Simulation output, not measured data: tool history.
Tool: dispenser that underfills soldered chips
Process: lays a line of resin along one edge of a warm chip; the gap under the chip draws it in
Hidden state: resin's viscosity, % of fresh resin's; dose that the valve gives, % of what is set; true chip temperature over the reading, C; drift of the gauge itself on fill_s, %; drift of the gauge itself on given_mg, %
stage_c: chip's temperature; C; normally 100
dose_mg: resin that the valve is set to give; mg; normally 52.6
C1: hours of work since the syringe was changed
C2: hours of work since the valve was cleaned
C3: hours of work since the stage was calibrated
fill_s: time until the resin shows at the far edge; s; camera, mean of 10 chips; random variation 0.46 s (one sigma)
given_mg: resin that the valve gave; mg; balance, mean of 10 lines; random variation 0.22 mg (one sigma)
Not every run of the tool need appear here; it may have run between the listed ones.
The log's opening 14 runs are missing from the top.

{"run": 15, "hour": 67.6, "stage_c": 100, "dose_mg": 52.6, "C1": 5, "C2": 19, "C3": 191, "fill_s": 38.6, "given_mg": 51.94}
{"hour": 71.0, "done": "new syringe of resin"}
{"run": 16, "hour": 71.8, "stage_c": 100, "dose_mg": 52.6, "C1": 1, "C2": 22, "C3": 194, "fill_s": 34.0, "given_mg": 51.49}
{"run": 17, "hour": 75.7, "stage_c": 100, "dose_mg": 55.2, "C1": 3, "C2": 25, "C3": 196, "fill_s": 36.0, "given_mg": 53.89}
{"run": 18, "hour": 81.1, "stage_c": 100, "dose_mg": 55.2, "C1": 7, "C2": 28, "C3": 200, "fill_s": 40.2, "given_mg": 53.7}
{"hour": 81.7, "done": "new syringe of resin"}
{"run": 19, "hour": 85.0, "stage_c": 95, "dose_mg": 64.6, "C1": 2, "C2": 31, "C3": 202, "fill_s": 41.8, "given_mg": 62.86}
{"run": 20, "hour": 89.9, "stage_c": 95, "dose_mg": 64.6, "C1": 5, "C2": 34, "C3": 206, "fill_s": 45.0, "given_mg": 62.63}
{"hour": 92.6, "done": "new syringe of resin"}
{"run": 21, "hour": 93.7, "stage_c": 95, "dose_mg": 64.6, "C1": 1, "C2": 36, "C3": 208, "fill_s": 39.4, "given_mg": 62.76}
{"run": 22, "hour": 96.6, "stage_c": 109, "dose_mg": 44.9, "C1": 3, "C2": 38, "C3": 210, "fill_s": 26.1, "given_mg": 43.49}
{"run": 23, "hour": 100.9, "stage_c": 100, "dose_mg": 54.9, "C1": 6, "C2": 41, "C3": 213, "fill_s": 38.1, "given_mg": 52.86}
{"hour": 103.6, "done": "new syringe of resin"}
{"run": 24, "hour": 104.1, "stage_c": 94, "dose_mg": 56.3, "C1": 0, "C2": 43, "C3": 215, "fill_s": 41.0, "given_mg": 54.0}
{"run": 25, "hour": 107.1, "stage_c": 94, "dose_mg": 56.3, "C1": 2, "C2": 45, "C3": 217, "fill_s": 43.6, "given_mg": 53.9}
{"run": 26, "hour": 112.1, "stage_c": 94, "dose_mg": 56.3, "C1": 6, "C2": 48, "C3": 220, "fill_s": 47.7, "given_mg": 53.78}
{"hour": 114.5, "done": "new syringe of resin"}
{"run": 27, "hour": 115.3, "stage_c": 94, "dose_mg": 56.3, "C1": 1, "C2": 50, "C3": 222, "fill_s": 40.6, "given_mg": 53.82}
{"run": 28, "hour": 118.9, "stage_c": 103, "dose_mg": 47.8, "C1": 3, "C2": 53, "C3": 224, "fill_s": 33.1, "given_mg": 45.37}
{"run": 29, "hour": 123.5, "stage_c": 87, "dose_mg": 51.6, "C1": 6, "C2": 56, "C3": 227, "fill_s": 65.6, "given_mg": 49.11}
{"hour": 125.6, "done": "new syringe of resin"}
{"run": 30, "hour": 128.1, "stage_c": 91, "dose_mg": 62.5, "C1": 2, "C2": 59, "C3": 230, "fill_s": 49.2, "given_mg": 59.3}
{"run": 31, "hour": 133.5, "stage_c": 106, "dose_mg": 68.1, "C1": 5, "C2": 62, "C3": 234, "fill_s": 31.0, "given_mg": 64.11}
{"hour": 136.3, "done": "new syringe of resin"}
{"run": 32, "hour": 139.4, "stage_c": 106, "dose_mg": 68.1, "C1": 2, "C2": 66, "C3": 238, "fill_s": 28.0, "given_mg": 63.89}
{"run": 33, "hour": 145.0, "stage_c": 106, "dose_mg": 68.1, "C1": 6, "C2": 70, "C3": 242, "fill_s": 30.8, "given_mg": 63.75}
{"hour": 147.3, "done": "new syringe of resin"}
{"run": 34, "hour": 149.1, "stage_c": 108, "dose_mg": 49.1, "C1": 1, "C2": 72, "C3": 244, "fill_s": 25.7, "given_mg": 45.74}
{"run": 35, "hour": 153.1, "stage_c": 107, "dose_mg": 64.9, "C1": 4, "C2": 75, "C3": 247, "fill_s": 26.5, "given_mg": 60.5}

3 options for the next run, each taken on its own from the tool as it stands now. Forecast them:
{"run": "A", "hour": 157.0, "stage_c": 89, "dose_mg": 63.5, "C1": 6, "C2": 78, "C3": 249, "fill_s": "?", "given_mg": "?"}
{"run": "B", "hour": 157.0, "stage_c": 92, "dose_mg": 64.9, "C1": 6, "C2": 78, "C3": 249, "fill_s": "?", "given_mg": "?"}
{"run": "C", "hour": 157.0, "stage_c": 114, "dose_mg": 52.6, "C1": 6, "C2": 78, "C3": 249, "fill_s": "?", "given_mg": "?"}

run=A fill_s=58.3 given_mg=58.23
run=B fill_s=52.2 given_mg=59.85
run=C fill_s=23.5 given_mg=48.79
The same runs, with their run-to-run variation unchanged, on a tool lacking any hidden condition would have given:
run=A fill_s=51.5 given_mg=62.90
run=B fill_s=46.2 given_mg=64.65
run=C fill_s=20.5 given_mg=52.71

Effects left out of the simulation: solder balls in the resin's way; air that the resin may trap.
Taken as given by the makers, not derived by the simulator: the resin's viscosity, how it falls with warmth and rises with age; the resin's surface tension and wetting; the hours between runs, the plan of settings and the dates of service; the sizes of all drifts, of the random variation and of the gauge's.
